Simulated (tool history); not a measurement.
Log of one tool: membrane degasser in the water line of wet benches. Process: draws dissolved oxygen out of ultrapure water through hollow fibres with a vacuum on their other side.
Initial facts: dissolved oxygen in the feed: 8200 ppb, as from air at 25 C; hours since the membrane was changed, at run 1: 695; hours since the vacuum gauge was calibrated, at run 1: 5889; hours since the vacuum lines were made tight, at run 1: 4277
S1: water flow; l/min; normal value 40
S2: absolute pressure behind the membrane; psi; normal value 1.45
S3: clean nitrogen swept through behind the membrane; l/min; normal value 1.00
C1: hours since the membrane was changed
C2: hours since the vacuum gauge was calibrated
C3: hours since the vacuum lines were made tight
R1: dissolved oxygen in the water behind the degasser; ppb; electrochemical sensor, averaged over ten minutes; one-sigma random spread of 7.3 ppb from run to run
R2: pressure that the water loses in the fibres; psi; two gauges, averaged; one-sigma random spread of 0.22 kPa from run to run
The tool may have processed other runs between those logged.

| run | hour | S1 | S2 | S3 | C1 | C2 | C3 | R1 | R2 |
|---|---|---|---|---|---|---|---|---|---|
| 1 | 0.0 | 40 | 1.45 | 1.00 | 695 | 5889 | 4277 | 737.7 | 8.047 |
|  | 22.3 | seals of the vacuum lines changed |
| 2 | 47.1 | 41 | 1.45 | 1.00 | 740 | 5934 | 25 | 754.5 | 8.241 |
| 3 | 93.8 | 41 | 1.45 | 1.00 | 787 | 5981 | 72 | 757.6 | 8.293 |
| 4 | 145.6 | 40 | 1.45 | 1.00 | 839 | 6032 | 123 | 731.5 | 8.109 |
| 5 | 184.4 | 40 | 1.45 | 1.00 | 878 | 6071 | 162 | 717.2 | 8.054 |
| 6 | 216.5 | 40 | 1.45 | 1.00 | 910 | 6103 | 194 | 734.2 | 8.064 |
| 7 | 246.7 | 40 | 1.45 | 0.64 | 940 | 6134 | 224 | 912.9 | 8.079 |
| 8 | 285.6 | 40 | 1.77 | 1.00 | 979 | 6172 | 263 | 860.6 | 8.051 |
| 9 | 347.8 | 40 | 1.77 | 1.00 | 1041 | 6235 | 325 | 877.7 | 8.084 |
| 10 | 380.1 | 40 | 1.09 | 1.00 | 1073 | 6267 | 358 | 551.6 | 8.095 |
| 11 | 433.7 | 40 | 1.09 | 1.00 | 1127 | 6321 | 411 | 554.0 | 8.077 |
| 12 | 468.3 | 40 | 1.45 | 1.00 | 1162 | 6355 | 446 | 722.6 | 8.151 |
| 13 | 514.4 | 40 | 1.45 | 1.00 | 1208 | 6401 | 492 | 725.9 | 8.099 |
| 14 | 584.7 | 40 | 1.45 | 1.00 | 1278 | 6471 | 562 | 723.5 | 8.076 |
| 15 | 640.3 | 40 | 1.45 | 1.00 | 1334 | 6527 | 618 | 727.4 | 8.132 |
| 16 | 683.0 | 40 | 1.45 | 1.00 | 1376 | 6570 | 661 | 727.5 | 8.128 |
| 17 | 725.7 | 52 | 1.41 | 0.65 | 1419 | 6613 | 703 | 1145.1 | 10.617 |
| 18 | 757.4 | 52 | 1.41 | 0.65 | 1451 | 6644 | 735 | 1131.3 | 10.605 |
| 19 | 807.2 | 29 | 1.41 | 0.40 | 1501 | 6694 | 785 | 866.4 | 5.944 |
| 20 | 845.7 | 32 | 2.31 | 0.40 | 1539 | 6732 | 823 | 1547.0 | 6.514 |
| 21 | 889.8 | 32 | 2.96 | 1.65 | 1583 | 6777 | 867 | 819.9 | 6.521 |
| 22 | 936.7 | 40 | 2.03 | 2.35 | 1630 | 6823 | 914 | 603.9 | 8.141 |
| 23 | 985.0 | 52 | 3.18 | 1.82 | 1678 | 6872 | 963 | 1322.6 | 10.624 |
| 24 | 1041.2 | 26 | 2.61 | 1.29 | 1735 | 6928 | 1019 | 704.2 | 5.285 |
|  | 1077.0 | vacuum gauge calibrated |
| 25 | 1099.9 | 26 | 2.61 | 1.29 | 1793 | 23 | 1077 | 705.4 | 5.291 |
| 26 | 1159.9 | 35 | 3.50 | 0.45 | 1853 | 83 | 1137 | 2259.3 | 7.194 |
| 27 | 1219.1 | 39 | 1.86 | 2.33 | 1912 | 142 | 1196 | 555.2 | 7.971 |
| 28 | 1273.2 | 45 | 1.45 | 2.21 | 1966 | 196 | 1250 | 567.7 | 9.207 |
| 29 | 1312.1 | 64 | 1.84 | 1.00 | 2005 | 235 | 1289 | 1454.2 | 13.178 |
| 30 | 1361.0 | 64 | 1.84 | 1.00 | 2054 | 284 | 1338 | 1400.3 | 13.087 |
| 31 | 1400.2 | 27 | 1.45 | 1.00 | 2093 | 323 | 1377 | 461.8 | 5.574 |
| 32 | 1470.8 | 29 | 1.45 | 0.68 | 2164 | 394 | 1448 | 628.0 | 5.949 |

Each row is a separate what-if for the run after 32, all from the same tool condition, not one after another. Results?
| A | 1537.4 | 38 | 1.35 | 0.87 | 2230 | 460 | 1515 | ? | ? |
| B | 1537.4 | 40 | 1.23 | 2.14 | 2230 | 460 | 1515 | ? | ? |
| C | 1537.4 | 34 | 3.09 | 1.42 | 2230 | 460 | 1515 | ? | ? |
| D | 1537.4 | 40 | 1.45 | 0.49 | 2230 | 460 | 1515 | ? | ? |

| run | R1 | R2 |
|---|---|---|
| A | 689.0 | 7.812 |
| B | 440.6 | 8.222 |
| C | 1006.1 | 6.971 |
| D | 1064.2 | 8.179 |
Without the tool's hidden state the same runs would have given:
| run | R1 | R2 |
|---|---|---|
| A | 688.9 | 7.646 |
| B | 440.5 | 8.047 |
| C | 1006.0 | 6.823 |
| D | 1064.0 | 8.005 |
